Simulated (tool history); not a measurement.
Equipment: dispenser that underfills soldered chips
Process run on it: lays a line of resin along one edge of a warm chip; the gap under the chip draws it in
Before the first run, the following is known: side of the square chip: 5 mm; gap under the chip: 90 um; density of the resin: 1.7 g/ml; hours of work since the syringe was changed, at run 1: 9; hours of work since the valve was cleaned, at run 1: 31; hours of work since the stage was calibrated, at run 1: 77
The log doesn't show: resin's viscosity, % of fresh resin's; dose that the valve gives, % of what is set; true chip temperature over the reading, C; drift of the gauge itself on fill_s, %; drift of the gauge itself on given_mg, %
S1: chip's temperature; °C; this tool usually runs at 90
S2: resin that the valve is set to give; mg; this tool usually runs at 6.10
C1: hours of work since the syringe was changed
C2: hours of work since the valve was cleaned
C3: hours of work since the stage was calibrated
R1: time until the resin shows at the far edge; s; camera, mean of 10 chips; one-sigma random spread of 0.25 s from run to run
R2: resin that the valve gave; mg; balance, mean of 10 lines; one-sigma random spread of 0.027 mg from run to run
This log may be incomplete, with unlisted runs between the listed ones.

run	hour	S1	S2	C1	C2	C3	R1	R2
1	0.0	90	6.10	9	31	77	11.6	5.98
# hour 1.0: new syringe of resin
2	3.2	90	6.10	2	33	79	8.9	5.97
3	6.5	90	6.10	4	35	81	10.0	5.95
4	9.3	90	6.10	6	37	83	10.6	6.01
# hour 13.6: new syringe of resin
5	14.6	90	5.69	1	41	87	8.4	5.57
6	17.5	90	7.55	3	43	89	9.0	7.34
7	21.8	90	6.10	6	46	92	10.0	5.98
8	25.5	90	6.10	9	49	95	11.3	5.87
# hour 26.1: new syringe of resin
9	30.4	90	5.60	3	52	98	9.2	5.37
10	36.3	90	5.60	7	56	103	11.0	5.39
# hour 38.9: new syringe of resin
11	40.3	90	5.60	1	59	105	8.7	5.43
12	44.3	90	6.10	4	62	108	9.7	5.86
13	48.9	90	6.10	7	65	111	11.4	5.85
# hour 51.6: new syringe of resin
14	54.1	90	5.86	2	69	115	8.4	5.60
15	57.0	98	6.10	4	71	117	7.1	5.85
16	59.5	98	6.10	6	73	119	7.7	5.81
17	62.6	98	6.10	8	75	121	8.0	5.85
# hour 64.1: new syringe of resin
18	65.8	98	6.10	1	77	123	6.5	5.78
19	68.5	76	5.41	3	79	125	17.1	5.11
20	71.2	100	6.10	5	81	127	6.9	5.75

What will run 21 give?
# hour 76.7: new syringe of resin
21	77.3	100	6.10	0	85	131	?	?

R1: 6.0 s
R2: 5.81 mg
Without the tool's hidden state the same run would have given R1 5.9 s, R2 6.16 mg.
